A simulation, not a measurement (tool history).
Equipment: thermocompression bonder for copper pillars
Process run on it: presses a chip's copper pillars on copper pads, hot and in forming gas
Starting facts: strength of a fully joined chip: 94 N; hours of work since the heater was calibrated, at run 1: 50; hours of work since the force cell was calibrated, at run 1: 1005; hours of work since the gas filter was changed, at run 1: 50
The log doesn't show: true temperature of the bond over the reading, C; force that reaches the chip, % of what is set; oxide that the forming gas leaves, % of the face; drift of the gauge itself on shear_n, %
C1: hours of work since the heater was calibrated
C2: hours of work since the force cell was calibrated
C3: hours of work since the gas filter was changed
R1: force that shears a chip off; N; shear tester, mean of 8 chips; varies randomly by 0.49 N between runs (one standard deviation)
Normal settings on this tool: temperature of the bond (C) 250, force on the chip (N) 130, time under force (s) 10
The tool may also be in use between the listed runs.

Run 1, hour 0.0: usual settings; C1 50; C2 1005; C3 50. Result: R1 60.8 N.
Run 2, hour 77.7: usual settings; C1 110; C2 1065; C3 110. Result: R1 59.0 N.
Run 3, hour 167.4: usual settings but temperature of the bond (C) 269; C1 180; C2 1134; C3 180. Result: R1 67.8 N.
At hour 194.5: force cell calibrated.
Run 4, hour 226.6: usual settings but time under force (s) 9; C1 224; C2 25; C3 224. Result: R1 59.1 N.
At hour 305.7: forming gas filter changed.
Run 5, hour 305.7: usual settings but time under force (s) 9; C1 285; C2 86; C3 0. Result: R1 64.4 N.
Run 6, hour 346.9: usual settings but temperature of the bond (C) 255; C1 317; C2 117; C3 32. Result: R1 68.4 N.
Run 7, hour 427.3: usual settings but temperature of the bond (C) 253; C1 379; C2 180; C3 94. Result: R1 67.0 N.
Run 8, hour 482.4: usual settings; C1 422; C2 222; C3 137. Result: R1 64.7 N.
Run 9, hour 531.1: usual settings; C1 460; C2 260; C3 174. Result: R1 63.8 N.
At hour 591.4: heater calibrated with a thermocouple chip.
Run 10, hour 628.4: usual settings; C1 29; C2 334; C3 248. Result: R1 56.1 N.
At hour 684.0: forming gas filter changed.
Run 11, hour 721.7: usual settings but temperature of the bond (C) 277, force on the chip (N) 97, time under force (s) 6; C1 100; C2 406; C3 29. Result: R1 53.6 N.
Run 12, hour 800.4: usual settings but temperature of the bond (C) 277, force on the chip (N) 97, time under force (s) 6; C1 161; C2 466; C3 90. Result: R1 53.1 N.
Run 13, hour 852.4: usual settings but temperature of the bond (C) 239, force on the chip (N) 104, time under force (s) 14; C1 202; C2 507; C3 130. Result: R1 48.5 N.
Run 14, hour 911.7: usual settings but temperature of the bond (C) 255, force on the chip (N) 168, time under force (s) 14; C1 247; C2 553; C3 176. Result: R1 76.8 N.
Run 15, hour 996.0: usual settings but temperature of the bond (C) 243, force on the chip (N) 182, time under force (s) 11; C1 313; C2 618; C3 241. Result: R1 72.0 N.
At hour 1056.3: forming gas filter changed.
Run 16, hour 1085.9: usual settings but force on the chip (N) 80, time under force (s) 8; C1 382; C2 687; C3 23. Result: R1 38.3 N.
Run 17, hour 1144.1: usual settings but temperature of the bond (C) 228, force on the chip (N) 151, time under force (s) 20; C1 427; C2 732; C3 68. Result: R1 71.0 N.
Run 18, hour 1218.3: usual settings but time under force (s) 7; C1 484; C2 789; C3 125. Result: R1 58.5 N.
At hour 1253.0: heater calibrated with a thermocouple chip.
Run 19, hour 1291.6: usual settings but temperature of the bond (C) 236, force on the chip (N) 81, time under force (s) 12; C1 30; C2 844; C3 180. Result: R1 32.2 N.

4 ways to go on from here, each from the tool as it stands after run 19. What would each give?
Run A, hour 1385.3: usual settings but temperature of the bond (C) 263, force on the chip (N) 85, time under force (s) 18; C1 102; C2 917; C3 253. Result: R1 ?.
Run B, hour 1385.3: usual settings but temperature of the bond (C) 236, force on the chip (N) 81, time under force (s) 7; C1 102; C2 917; C3 253. Result: R1 ?.
Run C, hour 1385.3: usual settings but temperature of the bond (C) 275, force on the chip (N) 94, time under force (s) 7; C1 102; C2 917; C3 253. Result: R1 ?.
Run D, hour 1385.3: usual settings but temperature of the bond (C) 243, force on the chip (N) 93, time under force (s) 12; C1 102; C2 917; C3 253. Result: R1 ?.

run    R1
  A  51.4
  B  25.2
  C  47.9
  D  39.7
What these runs would have given with no unlogged condition in the tool:
run    R1
  A  58.1
  B  28.5
  C  54.2
  D  44.9
